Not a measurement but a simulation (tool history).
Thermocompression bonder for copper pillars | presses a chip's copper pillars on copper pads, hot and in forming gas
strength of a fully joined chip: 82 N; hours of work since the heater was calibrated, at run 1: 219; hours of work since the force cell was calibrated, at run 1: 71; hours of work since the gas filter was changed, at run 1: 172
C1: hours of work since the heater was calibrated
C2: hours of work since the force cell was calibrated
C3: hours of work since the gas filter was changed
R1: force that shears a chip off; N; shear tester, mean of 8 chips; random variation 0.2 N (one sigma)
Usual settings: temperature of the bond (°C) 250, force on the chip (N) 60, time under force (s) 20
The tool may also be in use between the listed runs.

run 1 hour=0.0 | temperature_of_the_bond_(°C)=250 force_on_the_chip_(N)=60 time_under_force_(s)=20 | C1=219 C2=71 C3=172 | R1=51.2
run 2 hour=6.5 | temperature_of_the_bond_(°C)=250 force_on_the_chip_(N)=60 time_under_force_(s)=20 | C1=224 C2=76 C3=177 | R1=51.2
run 3 hour=16.8 | temperature_of_the_bond_(°C)=250 force_on_the_chip_(N)=60 time_under_force_(s)=20 | C1=231 C2=84 C3=185 | R1=51.1
run 4 hour=24.0 | temperature_of_the_bond_(°C)=249 force_on_the_chip_(N)=60 time_under_force_(s)=20 | C1=237 C2=89 C3=190 | R1=50.9
run 5 hour=33.1 | temperature_of_the_bond_(°C)=249 force_on_the_chip_(N)=60 time_under_force_(s)=20 | C1=243 C2=96 C3=197 | R1=50.7
run 6 hour=40.4 | temperature_of_the_bond_(°C)=249 force_on_the_chip_(N)=60 time_under_force_(s)=20 | C1=249 C2=102 C3=202 | R1=50.4
run 7 hour=50.3 | temperature_of_the_bond_(°C)=249 force_on_the_chip_(N)=60 time_under_force_(s)=20 | C1=256 C2=109 C3=210 | R1=50.5
run 8 hour=58.4 | temperature_of_the_bond_(°C)=250 force_on_the_chip_(N)=64 time_under_force_(s)=20 | C1=262 C2=115 C3=216 | R1=52.0
run 9 hour=66.9 | temperature_of_the_bond_(°C)=250 force_on_the_chip_(N)=43 time_under_force_(s)=20 | C1=269 C2=121 C3=222 | R1=44.9
run 10 hour=76.8 | temperature_of_the_bond_(°C)=262 force_on_the_chip_(N)=60 time_under_force_(s)=20 | C1=276 C2=129 C3=229 | R1=55.3
run 11 hour=86.2 | temperature_of_the_bond_(°C)=262 force_on_the_chip_(N)=60 time_under_force_(s)=20 | C1=283 C2=136 C3=236 | R1=55.0
run 12 hour=91.4 | temperature_of_the_bond_(°C)=262 force_on_the_chip_(N)=60 time_under_force_(s)=20 | C1=287 C2=140 C3=240 | R1=55.0
run 13 hour=101.8 | temperature_of_the_bond_(°C)=250 force_on_the_chip_(N)=60 time_under_force_(s)=38 | C1=295 C2=147 C3=248 | R1=59.4
-- hour=105.3 forming gas filter changed
run 14 hour=108.2 | temperature_of_the_bond_(°C)=250 force_on_the_chip_(N)=60 time_under_force_(s)=20 | C1=299 C2=152 C3=2 | R1=53.0
-- hour=110.3 force cell calibrated
run 15 hour=118.5 | temperature_of_the_bond_(°C)=250 force_on_the_chip_(N)=60 time_under_force_(s)=20 | C1=306 C2=6 C3=9 | R1=52.9
run 16 hour=129.1 | temperature_of_the_bond_(°C)=250 force_on_the_chip_(N)=60 time_under_force_(s)=20 | C1=314 C2=14 C3=17 | R1=53.1
run 17 hour=136.8 | temperature_of_the_bond_(°C)=227 force_on_the_chip_(N)=60 time_under_force_(s)=20 | C1=319 C2=20 C3=22 | R1=43.5
run 18 hour=143.7 | temperature_of_the_bond_(°C)=227 force_on_the_chip_(N)=60 time_under_force_(s)=20 | C1=324 C2=25 C3=28 | R1=43.5
run 19 hour=151.2 | temperature_of_the_bond_(°C)=227 force_on_the_chip_(N)=60 time_under_force_(s)=11 | C1=330 C2=30 C3=33 | R1=35.3
run 20 hour=161.6 | temperature_of_the_bond_(°C)=227 force_on_the_chip_(N)=60 time_under_force_(s)=11 | C1=338 C2=38 C3=41 | R1=35.0
run 21 hour=168.1 | temperature_of_the_bond_(°C)=241 force_on_the_chip_(N)=38 time_under_force_(s)=13 | C1=343 C2=43 C3=46 | R1=35.1
-- hour=179.6 force cell calibrated, once more
run 22 hour=180.2 | temperature_of_the_bond_(°C)=233 force_on_the_chip_(N)=85 time_under_force_(s)=13 | C1=351 C2=0 C3=54 | R1=45.8
run 23 hour=190.4 | temperature_of_the_bond_(°C)=233 force_on_the_chip_(N)=85 time_under_force_(s)=13 | C1=358 C2=8 C3=61 | R1=46.1
run 24 hour=199.4 | temperature_of_the_bond_(°C)=240 force_on_the_chip_(N)=51 time_under_force_(s)=19 | C1=365 C2=15 C3=68 | R1=45.2
run 25 hour=207.6 | temperature_of_the_bond_(°C)=259 force_on_the_chip_(N)=51 time_under_force_(s)=42 | C1=371 C2=21 C3=74 | R1=64.2
run 26 hour=216.5 | temperature_of_the_bond_(°C)=271 force_on_the_chip_(N)=52 time_under_force_(s)=21 | C1=378 C2=28 C3=81 | R1=58.7
run 27 hour=221.5 | temperature_of_the_bond_(°C)=271 force_on_the_chip_(N)=52 time_under_force_(s)=21 | C1=381 C2=31 C3=84 | R1=58.4
run 28 hour=232.0 | temperature_of_the_bond_(°C)=271 force_on_the_chip_(N)=55 time_under_force_(s)=24 | C1=389 C2=39 C3=92 | R1=61.5
run 29 hour=240.9 | temperature_of_the_bond_(°C)=253 force_on_the_chip_(N)=44 time_under_force_(s)=11 | C1=396 C2=46 C3=99 | R1=40.0
run 30 hour=250.4 | temperature_of_the_bond_(°C)=250 force_on_the_chip_(N)=60 time_under_force_(s)=53 | C1=403 C2=53 C3=106 | R1=66.0
run 31 hour=260.1 | temperature_of_the_bond_(°C)=261 force_on_the_chip_(N)=53 time_under_force_(s)=20 | C1=410 C2=60 C3=113 | R1=54.8
run 32 hour=270.0 | temperature_of_the_bond_(°C)=271 force_on_the_chip_(N)=60 time_under_force_(s)=20 | C1=418 C2=67 C3=121 | R1=60.5
run 33 hour=277.0 | temperature_of_the_bond_(°C)=269 force_on_the_chip_(N)=60 time_under_force_(s)=25 | C1=423 C2=73 C3=126 | R1=62.5
run 34 hour=284.8 | temperature_of_the_bond_(°C)=241 force_on_the_chip_(N)=74 time_under_force_(s)=15 | C1=429 C2=78 C3=132 | R1=48.8
run 35 hour=295.9 | temperature_of_the_bond_(°C)=250 force_on_the_chip_(N)=37 time_under_force_(s)=33 | C1=437 C2=87 C3=140 | R1=51.1
run 36 hour=305.9 | temperature_of_the_bond_(°C)=225 force_on_the_chip_(N)=37 time_under_force_(s)=28 | C1=444 C2=94 C3=147 | R1=38.7
run 37 hour=316.2 | temperature_of_the_bond_(°C)=225 force_on_the_chip_(N)=37 time_under_force_(s)=30 | C1=452 C2=102 C3=155 | R1=39.4
run 38 hour=321.8 | temperature_of_the_bond_(°C)=225 force_on_the_chip_(N)=37 time_under_force_(s)=30 | C1=456 C2=106 C3=159 | R1=39.6
run 39 hour=329.7 | temperature_of_the_bond_(°C)=225 force_on_the_chip_(N)=37 time_under_force_(s)=30 | C1=462 C2=112 C3=165 | R1=39.9
run 40 hour=334.7 | temperature_of_the_bond_(°C)=269 force_on_the_chip_(N)=60 time_under_force_(s)=22 | C1=466 C2=116 C3=169 | R1=60.8

How the hidden state differs across the entries between the runs, from the last listed run before each to the first after it:
Between runs 13 and 14: forming gas filter changed (hour 105.3)
  oxide that the forming gas leaves, % of the face: 5.18 -> 0.7
  measured less the result without the state, R1: -2.1 -> +0.7 N
Between runs 14 and 15: force cell calibrated (hour 110.3)
  true temperature of the bond over the reading, C: 2.7 -> 2.8; force that reaches the chip, % of what is set: 98.6 -> 98.3; oxide that the forming gas leaves, % of the face: 0.7 -> 0.81
  measured less the result without the state, R1: +0.7 -> +0.6 N
Between runs 21 and 22: force cell calibrated, once more (hour 179.6)
  true temperature of the bond over the reading, C: 3.2 -> 3.3; force that reaches the chip, % of what is set: 98.2 -> 99.8; oxide that the forming gas leaves, % of the face: 1.48 -> 1.61
  measured less the result without the state, R1: +0.5 -> +0.8 N

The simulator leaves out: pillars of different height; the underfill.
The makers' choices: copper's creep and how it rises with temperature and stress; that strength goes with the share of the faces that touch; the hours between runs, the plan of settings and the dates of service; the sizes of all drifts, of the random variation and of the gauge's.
